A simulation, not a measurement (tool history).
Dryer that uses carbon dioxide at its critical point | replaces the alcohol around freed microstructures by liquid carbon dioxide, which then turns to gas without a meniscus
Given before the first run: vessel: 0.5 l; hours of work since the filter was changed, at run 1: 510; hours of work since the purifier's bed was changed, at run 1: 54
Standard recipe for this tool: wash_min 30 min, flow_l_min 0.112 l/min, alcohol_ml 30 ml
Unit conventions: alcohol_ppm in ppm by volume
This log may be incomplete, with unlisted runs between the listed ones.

run,hour,wash_min,flow_l_min,alcohol_ml,hours of work since the filter was changed,hours of work since the purifier's bed was changed,alcohol_ppm
1,0,30,0.112,30,510,54,798
2,9.4,30,0.112,30,514,58,809
3,24.3,30,0.112,38,520,64,1025
4,32.8,30,0.112,38,524,67,1048
# hour 40.7: inlet filter changed
5,42,30,0.112,38,1,70,457
6,57.9,30,0.112,77,7,77,891
7,72.8,30,0.112,77,13,83,918
8,81.2,30,0.112,77,16,86,934
9,89,30,0.112,30,20,90,367
10,98.7,30,0.112,30,24,93,387
11,110.4,30,0.112,30,28,98,385
12,118.1,30,0.112,30,31,101,393
13,131.6,30,0.112,30,37,107,390
14,142.3,37,0.112,30,41,111,149
15,151.1,37,0.112,30,45,115,153
16,159.2,37,0.112,30,48,118,159
17,171.2,37,0.112,30,53,123,149
18,178.9,30,0.112,30,56,126,422
19,187.2,30,0.112,30,60,129,408
20,196.9,30,0.112,36,63,133,515
21,208.3,30,0.112,30,68,138,422
22,220,30,0.112,30,73,143,432
23,228.5,23,0.112,30,76,146,1284
24,244.6,20,0.088,37,83,153,5175
25,258.4,29,0.09,40,89,158,1559
26,271.7,18,0.11,34,94,164,3568
27,281.9,18,0.166,34,98,168,910
28,296,22,0.112,67,104,174,3442
29,311,22,0.112,67,110,180,3408
30,321.4,37,0.106,20,114,184,177
31,331.7,37,0.106,20,118,188,171
32,341.6,37,0.106,20,122,192,180
33,349.1,30,0.112,74,125,195,1080
34,360,30,0.112,74,130,200,1127
35,376.1,30,0.112,74,136,206,1105
36,386.7,30,0.112,74,141,211,1122
37,401.1,29,0.083,106,147,216,5976
38,416.6,33,0.112,23,153,223,270
39,428.8,47,0.112,21,158,228,93
40,442,20,0.112,27,163,233,2179
41,448.6,24,0.112,27,166,236,1154
42,462.1,24,0.112,27,171,241,1153
43,474.2,24,0.07,109,176,246,17960
44,484.1,24,0.07,109,180,250,17799
45,499.4,23,0.112,30,187,256,1535
46,514.1,24,0.105,30,193,262,1663

Branching from run 46: 5 alternative next runs. What would each branch give?
A,528.5,33,0.1,39,198,268,?
B,528.5,24,0.149,35,198,268,?
C,528.5,24,0.082,50,198,268,?
D,528.5,29,0.082,30,198,268,?
E,528.5,18,0.094,48,198,268,?

run,alcohol_ppm
A,733
B,506
C,5738
D,1931
E,8238
The same runs, with their run-to-run variation unchanged, on a tool lacking any hidden condition would have given:
run,alcohol_ppm
A,469
B,301
C,4618
D,1451
E,6857
